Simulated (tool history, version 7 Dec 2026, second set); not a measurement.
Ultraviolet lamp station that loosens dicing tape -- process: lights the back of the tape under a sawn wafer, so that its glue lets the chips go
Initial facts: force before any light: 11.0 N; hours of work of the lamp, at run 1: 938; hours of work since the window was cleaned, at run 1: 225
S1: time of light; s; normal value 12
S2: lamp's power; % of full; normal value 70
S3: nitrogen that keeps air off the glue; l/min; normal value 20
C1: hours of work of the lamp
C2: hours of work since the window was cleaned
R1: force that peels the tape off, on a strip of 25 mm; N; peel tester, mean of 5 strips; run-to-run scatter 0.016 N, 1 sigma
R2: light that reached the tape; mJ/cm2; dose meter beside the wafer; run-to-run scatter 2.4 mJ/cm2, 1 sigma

run 1 hour=0.0 | S1=12 S2=70 S3=20 | C1=938 C2=225 | R1=1.473 R2=204
run 2 hour=61.7 | S1=22 S2=70 S3=20 | C1=968 C2=254 | R1=0.375 R2=357
-- hour=82.0 window cleaned of glue's vapour
run 3 hour=93.2 | S1=22 S2=70 S3=20 | C1=983 C2=5 | R1=0.527 R2=319
run 4 hour=153.2 | S1=12 S2=70 S3=34 | C1=1011 C2=34 | R1=1.593 R2=167
run 5 hour=209.5 | S1=12 S2=70 S3=19 | C1=1038 C2=61 | R1=2.165 R2=163
-- hour=245.3 window cleaned of glue's vapour, once more
run 6 hour=255.5 | S1=12 S2=70 S3=19 | C1=1060 C2=5 | R1=1.287 R2=222
run 7 hour=326.9 | S1=12 S2=70 S3=19 | C1=1094 C2=39 | R1=1.355 R2=213

Run 8, settings as shown, results not yet in. Your forecast:
run 8 hour=357.9 | S1=12 S2=98 S3=12 | C1=1109 C2=54 | R1=? R2=?

{"run 8": {"R1": 0.973, "R2": 297}}
Minus the tool's unlogged condition, the same run would have read R1 0.514 N, R2 385 mJ/cm2.

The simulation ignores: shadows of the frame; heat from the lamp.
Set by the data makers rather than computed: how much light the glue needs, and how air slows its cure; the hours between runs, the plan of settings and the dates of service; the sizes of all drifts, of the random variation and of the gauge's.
